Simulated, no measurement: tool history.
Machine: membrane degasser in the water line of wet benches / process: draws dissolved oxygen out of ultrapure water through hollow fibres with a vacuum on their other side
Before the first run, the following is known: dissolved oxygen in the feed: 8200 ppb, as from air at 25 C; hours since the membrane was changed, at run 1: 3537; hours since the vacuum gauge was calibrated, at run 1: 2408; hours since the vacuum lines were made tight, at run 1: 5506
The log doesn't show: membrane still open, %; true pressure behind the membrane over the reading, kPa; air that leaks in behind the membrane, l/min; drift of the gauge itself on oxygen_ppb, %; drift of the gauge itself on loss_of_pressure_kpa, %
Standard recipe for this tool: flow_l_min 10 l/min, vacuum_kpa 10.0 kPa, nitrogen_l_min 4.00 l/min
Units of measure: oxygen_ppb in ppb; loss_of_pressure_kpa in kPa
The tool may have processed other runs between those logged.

run,hour,flow_l_min,vacuum_kpa,nitrogen_l_min,hours since the membrane was changed,hours since the vacuum gauge was calibrated,hours since the vacuum lines were made tight,oxygen_ppb,loss_of_pressure_kpa
1,0.0,10,10.0,4.00,3537,2408,5506,50.6,35.09
2,185.1,10,10.0,4.00,3723,2593,5691,50.5,35.39
3,300.1,10,10.0,4.00,3838,2708,5806,50.7,35.29
4,453.9,12,10.0,4.00,3991,2862,5960,70.4,42.73
5,553.8,10,10.0,4.00,4091,2962,6060,50.2,35.44
6,654.9,10,17.6,4.00,4192,3063,6161,99.3,35.40
7,777.1,10,10.0,4.00,4315,3185,6283,49.7,35.24
8,977.6,10,10.0,4.00,4515,3386,6484,51.4,35.75
9,1075.1,10,10.0,4.00,4613,3483,6581,50.5,35.85
10,1205.5,10,10.0,4.00,4743,3614,6712,50.7,36.14
11,1398.0,10,10.0,4.00,4935,3806,6904,52.5,35.64
12,1521.0,10,10.0,9.87,5058,3929,7027,25.2,35.70
13,1708.0,13,10.0,9.87,5245,4116,7214,51.6,46.17
14,1849.5,10,10.0,4.00,5387,4258,7356,51.7,36.11
15,1969.7,10,13.2,4.00,5507,4378,7476,71.8,36.00
16,2139.8,10,9.8,4.00,5677,4548,7646,50.5,35.98
17,2246.9,10,9.8,4.00,5784,4655,7753,50.3,35.96
18,2341.1,10,10.0,4.00,5879,4749,7847,51.3,36.09
19,2434.5,6,20.5,4.00,5972,4843,7941,68.0,21.59
20,2634.1,6,20.5,4.00,6172,5042,8140,68.4,21.81
21,2828.0,10,22.2,3.42,6365,5236,8334,151.5,35.80
22,2911.1,10,22.2,3.42,6449,5319,8417,148.3,36.39
# hour 2926.0: vacuum gauge calibrated
23,3055.5,10,22.2,3.42,6592,130,8561,149.0,36.21
# hour 3128.5: seals of the vacuum lines changed
24,3146.9,12,12.4,4.00,6682,219,18,90.3,43.50
25,3260.3,10,16.8,6.11,6795,332,132,63.3,36.60
26,3461.5,10,16.8,6.11,6996,534,333,64.8,36.09
# hour 3568.7: vacuum gauge calibrated, once more
27,3607.7,10,8.2,2.04,7142,39,479,67.8,36.65
28,3744.6,10,8.2,2.04,7279,176,616,66.6,36.36
29,3938.6,10,8.2,2.04,7473,370,810,67.4,36.43
30,4023.4,10,8.2,2.04,7558,455,894,67.7,36.74
31,4179.6,10,8.4,5.16,7714,611,1051,34.1,35.96
32,4293.1,14,22.2,3.46,7828,724,1164,232.2,50.61
33,4398.4,10,10.0,4.00,7933,830,1269,51.3,36.47

Per-run results on a tool with no hidden state, each run keeping its own random variation:
run,oxygen_ppb,loss_of_pressure_kpa
1,48.3,34.30
2,48.1,34.56
3,48.2,34.43
4,66.1,41.66
5,47.5,34.53
6,95.6,34.47
7,47.0,34.28
8,48.5,34.75
9,47.5,34.81
10,47.7,35.07
11,49.3,34.53
12,22.9,34.57
13,45.7,44.65
14,48.2,34.91
15,67.8,34.77
16,46.9,34.71
17,46.6,34.65
18,47.5,34.76
19,64.7,20.78
20,65.0,20.97
21,144.8,34.37
22,141.8,34.93
23,141.5,34.70
24,83.6,41.67
25,60.1,35.04
26,61.4,34.49
27,65.6,35.01
28,64.3,34.70
29,65.0,34.72
30,65.2,35.00
31,31.5,34.20
32,221.6,48.10
33,48.5,34.64

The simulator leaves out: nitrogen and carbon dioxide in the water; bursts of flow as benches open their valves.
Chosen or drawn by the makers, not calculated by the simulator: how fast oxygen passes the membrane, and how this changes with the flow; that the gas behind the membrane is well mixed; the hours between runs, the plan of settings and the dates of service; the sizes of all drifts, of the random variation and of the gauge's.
